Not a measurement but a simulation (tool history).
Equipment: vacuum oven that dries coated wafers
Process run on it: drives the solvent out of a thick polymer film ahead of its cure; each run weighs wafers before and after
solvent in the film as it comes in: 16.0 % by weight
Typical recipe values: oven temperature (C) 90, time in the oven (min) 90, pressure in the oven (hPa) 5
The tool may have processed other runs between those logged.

{"run": 1, "hour": 0.0, "oven temperature (C)": 90, "time in the oven (min)": 90, "pressure in the oven (hPa)": 5, "solvent left in the film (%)": 1.25}
{"run": 2, "hour": 43.0, "oven temperature (C)": 90, "time in the oven (min)": 90, "pressure in the oven (hPa)": 5, "solvent left in the film (%)": 1.24}
{"run": 3, "hour": 72.7, "oven temperature (C)": 90, "time in the oven (min)": 90, "pressure in the oven (hPa)": 5, "solvent left in the film (%)": 1.28}
{"run": 4, "hour": 107.3, "oven temperature (C)": 90, "time in the oven (min)": 90, "pressure in the oven (hPa)": 5, "solvent left in the film (%)": 1.32}
{"run": 5, "hour": 143.9, "oven temperature (C)": 78, "time in the oven (min)": 90, "pressure in the oven (hPa)": 5, "solvent left in the film (%)": 4.54}
{"run": 6, "hour": 172.9, "oven temperature (C)": 78, "time in the oven (min)": 90, "pressure in the oven (hPa)": 5, "solvent left in the film (%)": 4.49}
{"run": 7, "hour": 210.4, "oven temperature (C)": 78, "time in the oven (min)": 90, "pressure in the oven (hPa)": 5, "solvent left in the film (%)": 4.51}
{"run": 8, "hour": 254.5, "oven temperature (C)": 78, "time in the oven (min)": 90, "pressure in the oven (hPa)": 5, "solvent left in the film (%)": 4.48}
{"run": 9, "hour": 284.8, "oven temperature (C)": 78, "time in the oven (min)": 90, "pressure in the oven (hPa)": 5, "solvent left in the film (%)": 4.52}
{"run": 10, "hour": 308.1, "oven temperature (C)": 90, "time in the oven (min)": 93, "pressure in the oven (hPa)": 5, "solvent left in the film (%)": 1.21}
{"run": 11, "hour": 328.2, "oven temperature (C)": 90, "time in the oven (min)": 55, "pressure in the oven (hPa)": 5, "solvent left in the film (%)": 2.86}
{"run": 12, "hour": 360.5, "oven temperature (C)": 101, "time in the oven (min)": 90, "pressure in the oven (hPa)": 5, "solvent left in the film (%)": 0.27}
{"run": 13, "hour": 389.8, "oven temperature (C)": 101, "time in the oven (min)": 90, "pressure in the oven (hPa)": 5, "solvent left in the film (%)": 0.35}
{"run": 14, "hour": 431.3, "oven temperature (C)": 90, "time in the oven (min)": 90, "pressure in the oven (hPa)": 5, "solvent left in the film (%)": 1.26}
{"run": 15, "hour": 461.5, "oven temperature (C)": 90, "time in the oven (min)": 90, "pressure in the oven (hPa)": 5, "solvent left in the film (%)": 1.36}
{"run": 16, "hour": 505.2, "oven temperature (C)": 90, "time in the oven (min)": 116, "pressure in the oven (hPa)": 5, "solvent left in the film (%)": 0.82}
{"run": 17, "hour": 543.6, "oven temperature (C)": 87, "time in the oven (min)": 90, "pressure in the oven (hPa)": 5, "solvent left in the film (%)": 1.92}
{"run": 18, "hour": 580.3, "oven temperature (C)": 87, "time in the oven (min)": 90, "pressure in the oven (hPa)": 5, "solvent left in the film (%)": 1.91}
{"run": 19, "hour": 608.3, "oven temperature (C)": 87, "time in the oven (min)": 90, "pressure in the oven (hPa)": 11.49, "solvent left in the film (%)": 2.28}
{"run": 20, "hour": 643.0, "oven temperature (C)": 87, "time in the oven (min)": 90, "pressure in the oven (hPa)": 11.49, "solvent left in the film (%)": 2.27}
{"run": 21, "hour": 684.9, "oven temperature (C)": 87, "time in the oven (min)": 90, "pressure in the oven (hPa)": 11.49, "solvent left in the film (%)": 2.28}
{"run": 22, "hour": 716.3, "oven temperature (C)": 90, "time in the oven (min)": 90, "pressure in the oven (hPa)": 10.66, "solvent left in the film (%)": 1.67}
{"run": 23, "hour": 748.5, "oven temperature (C)": 90, "time in the oven (min)": 90, "pressure in the oven (hPa)": 10.66, "solvent left in the film (%)": 1.68}
{"run": 24, "hour": 784.1, "oven temperature (C)": 93, "time in the oven (min)": 51, "pressure in the oven (hPa)": 7.48, "solvent left in the film (%)": 2.55}
{"hour": 789.4, "done": "vacuum gauge cleaned of residue and calibrated"}
{"run": 25, "hour": 817.9, "oven temperature (C)": 90, "time in the oven (min)": 90, "pressure in the oven (hPa)": 4.48, "solvent left in the film (%)": 1.35}
{"run": 26, "hour": 851.0, "oven temperature (C)": 90, "time in the oven (min)": 90, "pressure in the oven (hPa)": 12.31, "solvent left in the film (%)": 1.79}
{"run": 27, "hour": 869.2, "oven temperature (C)": 101, "time in the oven (min)": 54, "pressure in the oven (hPa)": 5.26, "solvent left in the film (%)": 0.83}
{"hour": 889.3, "done": "vacuum gauge cleaned of residue and calibrated, once more"}
{"run": 28, "hour": 904.2, "oven temperature (C)": 91, "time in the oven (min)": 65, "pressure in the oven (hPa)": 11.45, "solvent left in the film (%)": 2.23}
{"run": 29, "hour": 942.5, "oven temperature (C)": 90, "time in the oven (min)": 90, "pressure in the oven (hPa)": 5, "solvent left in the film (%)": 1.2}
{"run": 30, "hour": 974.6, "oven temperature (C)": 76, "time in the oven (min)": 141, "pressure in the oven (hPa)": 5, "solvent left in the film (%)": 3.12}
{"run": 31, "hour": 997.0, "oven temperature (C)": 95, "time in the oven (min)": 132, "pressure in the oven (hPa)": 7.79, "solvent left in the film (%)": 0.41}
{"run": 32, "hour": 1039.9, "oven temperature (C)": 96, "time in the oven (min)": 64, "pressure in the oven (hPa)": 6.14, "solvent left in the film (%)": 1.07}
{"run": 33, "hour": 1058.0, "oven temperature (C)": 98, "time in the oven (min)": 126, "pressure in the oven (hPa)": 9.81, "solvent left in the film (%)": 0.43}
{"run": 34, "hour": 1090.3, "oven temperature (C)": 86, "time in the oven (min)": 155, "pressure in the oven (hPa)": 12.04, "solvent left in the film (%)": 1.2}
{"run": 35, "hour": 1128.5, "oven temperature (C)": 88, "time in the oven (min)": 89, "pressure in the oven (hPa)": 4.2, "solvent left in the film (%)": 1.6}
{"run": 36, "hour": 1159.3, "oven temperature (C)": 101, "time in the oven (min)": 106, "pressure in the oven (hPa)": 4.48, "solvent left in the film (%)": 0.23}
{"run": 37, "hour": 1195.7, "oven temperature (C)": 101, "time in the oven (min)": 106, "pressure in the oven (hPa)": 4.48, "solvent left in the film (%)": 0.23}
{"run": 38, "hour": 1232.8, "oven temperature (C)": 90, "time in the oven (min)": 104, "pressure in the oven (hPa)": 4.49, "solvent left in the film (%)": 0.88}
{"run": 39, "hour": 1277.4, "oven temperature (C)": 90, "time in the oven (min)": 104, "pressure in the oven (hPa)": 4.49, "solvent left in the film (%)": 0.91}
{"run": 40, "hour": 1300.6, "oven temperature (C)": 90, "time in the oven (min)": 48, "pressure in the oven (hPa)": 5, "solvent left in the film (%)": 3.58}
{"run": 41, "hour": 1336.6, "oven temperature (C)": 94, "time in the oven (min)": 100, "pressure in the oven (hPa)": 5, "solvent left in the film (%)": 0.55}
{"run": 42, "hour": 1367.3, "oven temperature (C)": 81, "time in the oven (min)": 157, "pressure in the oven (hPa)": 5, "solvent left in the film (%)": 1.53}
{"run": 43, "hour": 1411.6, "oven temperature (C)": 81, "time in the oven (min)": 157, "pressure in the oven (hPa)": 5, "solvent left in the film (%)": 1.52}
{"run": 44, "hour": 1444.3, "oven temperature (C)": 90, "time in the oven (min)": 45, "pressure in the oven (hPa)": 5, "solvent left in the film (%)": 3.8}
{"run": 45, "hour": 1466.3, "oven temperature (C)": 82, "time in the oven (min)": 64, "pressure in the oven (hPa)": 5, "solvent left in the film (%)": 4.79}
{"run": 46, "hour": 1494.7, "oven temperature (C)": 80, "time in the oven (min)": 90, "pressure in the oven (hPa)": 5, "solvent left in the film (%)": 3.91}

Some steps in solvent left in the film (%), run to run, broken into two amounts with sign: the step expected even without the hidden condition (settings, incoming material, random variation), and the rest, left for the hidden condition together with whatever gauge scatter is not in both the measured and the hidden-condition-free result:
The tool's hidden condition here consists of: true wafer temperature over the reading, C; true pressure over the reading, kPa; drift of the gauge itself on solvent_pct, %.
Run 4 -> 5: oven temperature (C) 90 -> 78. solvent left in the film (%) +3.22: hidden state +0.21, all else +3.01.
Run 9 -> 10: oven temperature (C) 78 -> 90, time in the oven (min) 90 -> 93. solvent left in the film (%) -3.31: hidden state -0.21, all else -3.1.
Run 11 -> 12: oven temperature (C) 90 -> 101, time in the oven (min) 55 -> 90. solvent left in the film (%) -2.59: hidden state -0.28, all else -2.31.
Run 30 -> 31: oven temperature (C) 76 -> 95, time in the oven (min) 141 -> 132, pressure in the oven (hPa) 5 -> 7.79. solvent left in the film (%) -2.71: hidden state -0.35, all else -2.36.
Run 40 -> 41: oven temperature (C) 90 -> 94, time in the oven (min) 48 -> 100. solvent left in the film (%) -3.03: hidden state -0.3, all else -2.73.
